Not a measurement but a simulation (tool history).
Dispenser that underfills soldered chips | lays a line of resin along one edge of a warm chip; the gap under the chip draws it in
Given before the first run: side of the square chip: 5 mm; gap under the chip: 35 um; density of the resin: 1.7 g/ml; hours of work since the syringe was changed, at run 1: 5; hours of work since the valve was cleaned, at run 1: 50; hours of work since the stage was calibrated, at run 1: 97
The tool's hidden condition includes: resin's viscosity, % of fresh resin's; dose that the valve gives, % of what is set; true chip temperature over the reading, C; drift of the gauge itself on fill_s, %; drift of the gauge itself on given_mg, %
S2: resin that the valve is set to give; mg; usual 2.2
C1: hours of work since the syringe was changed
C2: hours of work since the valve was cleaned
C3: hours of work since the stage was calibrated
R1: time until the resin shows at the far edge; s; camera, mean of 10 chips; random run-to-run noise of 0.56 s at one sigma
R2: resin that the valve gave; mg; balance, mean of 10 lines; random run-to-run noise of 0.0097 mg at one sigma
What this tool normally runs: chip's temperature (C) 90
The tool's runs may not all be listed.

run 1 hour=0 | chip's_temperature_(C)=90 S2=2.2 | C1=5 C2=50 C3=97 | R1=63.4 R2=2.121
-- hour=0.9 new syringe of resin
run 2 hour=5.3 | chip's_temperature_(C)=90 S2=2.2 | C1=4 C2=54 C3=101 | R1=58.4 R2=2.146
-- hour=8 new syringe of resin
run 3 hour=10 | chip's_temperature_(C)=90 S2=2.2 | C1=2 C2=57 C3=105 | R1=52.1 R2=2.119
-- hour=15.3 new syringe of resin
run 4 hour=17.4 | chip's_temperature_(C)=90 S2=2.2 | C1=2 C2=63 C3=110 | R1=52.9 R2=2.146
-- hour=20.8 dispensing valve cleaned and set on the balance
-- hour=23.5 new syringe of resin
run 5 hour=24.5 | chip's_temperature_(C)=90 S2=2.2 | C1=1 C2=3 C3=115 | R1=48.5 R2=2.203
run 6 hour=29.8 | chip's_temperature_(C)=90 S2=2.68 | C1=5 C2=7 C3=119 | R1=61.1 R2=2.662
-- hour=30.9 new syringe of resin
run 7 hour=34.7 | chip's_temperature_(C)=80 S2=2.68 | C1=3 C2=11 C3=123 | R1=74.4 R2=2.666
-- hour=38.4 new syringe of resin
run 8 hour=41.4 | chip's_temperature_(C)=90 S2=2.55 | C1=2 C2=16 C3=128 | R1=53.5 R2=2.522
-- hour=45.9 new syringe of resin
run 9 hour=49.1 | chip's_temperature_(C)=77 S2=2.55 | C1=3 C2=21 C3=134 | R1=79.6 R2=2.513
-- hour=53.2 new syringe of resin
run 10 hour=53.2 | chip's_temperature_(C)=77 S2=2.55 | C1=0 C2=25 C3=137 | R1=68.4 R2=2.502
-- hour=60.4 new syringe of resin
run 11 hour=60.4 | chip's_temperature_(C)=90 S2=2.2 | C1=0 C2=30 C3=142 | R1=48.7 R2=2.173
run 12 hour=66 | chip's_temperature_(C)=90 S2=2.2 | C1=4 C2=34 C3=147 | R1=61.5 R2=2.158
-- hour=67.5 new syringe of resin
run 13 hour=71.7 | chip's_temperature_(C)=84 S2=2.75 | C1=3 C2=39 C3=151 | R1=66.2 R2=2.696
-- hour=75.2 new syringe of resin
run 14 hour=75.7 | chip's_temperature_(C)=84 S2=2.75 | C1=0 C2=42 C3=154 | R1=55.9 R2=2.694
-- hour=82.4 new syringe of resin
run 15 hour=82.8 | chip's_temperature_(C)=83 S2=2.41 | C1=0 C2=47 C3=159 | R1=58.4 R2=2.34
run 16 hour=87 | chip's_temperature_(C)=83 S2=2.41 | C1=4 C2=50 C3=163 | R1=70.5 R2=2.333
-- hour=89.8 new syringe of resin
run 17 hour=94.2 | chip's_temperature_(C)=83 S2=2.41 | C1=4 C2=56 C3=168 | R1=72.6 R2=2.322
-- hour=97.6 new syringe of resin
run 18 hour=102.3 | chip's_temperature_(C)=81 S2=1.94 | C1=4 C2=62 C3=174 | R1=80 R2=1.871
-- hour=104.8 new syringe of resin
-- hour=106.7 dispensing valve cleaned and set on the balance
run 19 hour=110.3 | chip's_temperature_(C)=81 S2=1.94 | C1=4 C2=3 C3=179 | R1=79.2 R2=1.934
-- hour=113 new syringe of resin
run 20 hour=115.5 | chip's_temperature_(C)=89 S2=2.43 | C1=2 C2=7 C3=183 | R1=54.9 R2=2.437
-- hour=120.2 new syringe of resin
run 21 hour=121.1 | chip's_temperature_(C)=80 S2=2.46 | C1=1 C2=11 C3=188 | R1=64.4 R2=2.45
run 22 hour=125.7 | chip's_temperature_(C)=99 S2=2.05 | C1=4 C2=15 C3=191 | R1=48.2 R2=2.054

Alternative continuations, all from the tool just after run 22; predict every row:
-- hour=127.5 new syringe of resin
run A hour=130.2 | chip's_temperature_(C)=77 S2=2.36 | C1=2 C2=18 C3=195 | R1=? R2=?
-- hour=127.5 new syringe of resin
run B hour=130.2 | chip's_temperature_(C)=100 S2=2.06 | C1=2 C2=18 C3=195 | R1=? R2=?
-- hour=127.5 new syringe of resin
run C hour=130.2 | chip's_temperature_(C)=90 S2=2.61 | C1=2 C2=18 C3=195 | R1=? R2=?

run=A R1=79.6 R2=2.323
run=B R1=40.8 R2=2.027
run=C R1=51.7 R2=2.59
With no hidden state in the tool, these same runs would have given:
run=A R1=69.7 R2=2.346
run=B R1=35.7 R2=2.047
run=C R1=45.3 R2=2.614
